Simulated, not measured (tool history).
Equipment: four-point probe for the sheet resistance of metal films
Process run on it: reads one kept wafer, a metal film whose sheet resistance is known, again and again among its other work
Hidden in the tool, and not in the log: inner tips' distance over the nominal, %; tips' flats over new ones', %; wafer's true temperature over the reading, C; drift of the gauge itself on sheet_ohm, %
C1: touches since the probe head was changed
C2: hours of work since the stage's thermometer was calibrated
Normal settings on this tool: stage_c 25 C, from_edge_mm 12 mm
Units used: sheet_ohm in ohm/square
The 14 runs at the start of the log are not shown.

Run 15, hour 362.8: usual settings; C1 11671; C2 864. Result: sheet_ohm 17.172074 ohm/square.
Run 16, hour 396.2: usual settings; C1 12646; C2 879. Result: sheet_ohm 17.176806 ohm/square.
Run 17, hour 417.5: usual settings; C1 13267; C2 888. Result: sheet_ohm 17.169986 ohm/square.
Run 18, hour 450.5: usual settings; C1 14231; C2 903. Result: sheet_ohm 17.176930 ohm/square.
Run 19, hour 480.6: usual settings; C1 15108; C2 916. Result: sheet_ohm 17.177217 ohm/square.
Run 20, hour 504.1: usual settings; C1 15794; C2 927. Result: sheet_ohm 17.178687 ohm/square.
Run 21, hour 521.3: usual settings; C1 16297; C2 934. Result: sheet_ohm 17.170021 ohm/square.
At hour 523.3: stage's thermometer calibrated.
Run 22, hour 548.3: usual settings; C1 17069; C2 11. Result: sheet_ohm 17.179487 ohm/square.
Run 23, hour 572.3: usual settings but stage_c 30 C, from_edge_mm 27 mm; C1 17769; C2 22. Result: sheet_ohm 17.222905 ohm/square.
At hour 585.6: stage's thermometer calibrated, once more.
Run 24, hour 599.2: usual settings but stage_c 33 C, from_edge_mm 21 mm; C1 18539; C2 6. Result: sheet_ohm 17.245323 ohm/square.
Run 25, hour 631.9: usual settings but stage_c 33 C, from_edge_mm 14 mm; C1 19494; C2 21. Result: sheet_ohm 17.271740 ohm/square.

Estimate the outcome of run 26 from the log above:
Run 26, hour 655.9: usual settings but from_edge_mm 11 mm; C1 20193; C2 31. Result: sheet_ohm ?.

sheet_ohm: 17.163492 ohm/square
With the hidden condition absent and the run-to-run variation left alone, this run would have shown sheet_ohm 17.233852 ohm/square.

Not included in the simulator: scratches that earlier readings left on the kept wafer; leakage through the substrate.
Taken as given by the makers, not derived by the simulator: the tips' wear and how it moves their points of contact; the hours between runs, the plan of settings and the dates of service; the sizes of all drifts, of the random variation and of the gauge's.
